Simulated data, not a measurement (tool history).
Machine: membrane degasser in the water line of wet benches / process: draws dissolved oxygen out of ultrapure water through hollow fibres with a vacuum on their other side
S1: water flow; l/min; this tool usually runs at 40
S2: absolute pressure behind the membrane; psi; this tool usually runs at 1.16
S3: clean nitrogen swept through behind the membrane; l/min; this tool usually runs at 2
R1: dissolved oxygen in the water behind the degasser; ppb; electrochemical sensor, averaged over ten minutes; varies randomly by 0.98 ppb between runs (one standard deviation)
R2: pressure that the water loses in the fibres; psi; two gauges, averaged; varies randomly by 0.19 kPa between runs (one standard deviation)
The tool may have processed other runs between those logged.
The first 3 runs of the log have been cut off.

run 4 hour=130 | S1=40 S2=1.16 S3=3.64 | R1=138.1 R2=9.877
run 5 hour=178.2 | S1=40 S2=1.16 S3=3.64 | R1=137 R2=9.863
run 6 hour=229.2 | S1=40 S2=1.16 S3=3.64 | R1=137.9 R2=9.893
run 7 hour=262.4 | S1=40 S2=1.16 S3=3.64 | R1=137 R2=9.884
run 8 hour=308.9 | S1=27 S2=1.16 S3=2 | R1=159.7 R2=6.66
run 9 hour=336.2 | S1=27 S2=1.16 S3=2 | R1=160 R2=6.675
run 10 hour=384.5 | S1=40 S2=1.081 S3=2 | R1=205.8 R2=9.916
run 11 hour=430.6 | S1=40 S2=1.081 S3=2 | R1=204.1 R2=9.952
run 12 hour=492.2 | S1=40 S2=1.081 S3=2 | R1=205.5 R2=9.919
run 13 hour=532.3 | S1=40 S2=2.238 S3=2 | R1=537.7 R2=9.822
-- hour=535.9 vacuum gauge calibrated
run 14 hour=559.2 | S1=40 S2=2.814 S3=2 | R1=699.9 R2=9.876
run 15 hour=605.9 | S1=40 S2=2.814 S3=2 | R1=702.9 R2=9.881
run 16 hour=653.8 | S1=40 S2=1.16 S3=2 | R1=237.4 R2=9.861
run 17 hour=703.6 | S1=60 S2=2.522 S3=2.94 | R1=650.5 R2=14.794

Estimate the outcome of run 18 from the log above:
run 18 hour=735.9 | S1=54 S2=0.718 S3=1.8 | R1=? R2=?

{"run 18": {"R1": 158.8, "R2": 13.354}}
If the tool had no hidden condition, the same run with the same run-to-run variation would have returned R1 129.6 ppb, R2 13.296 psi.
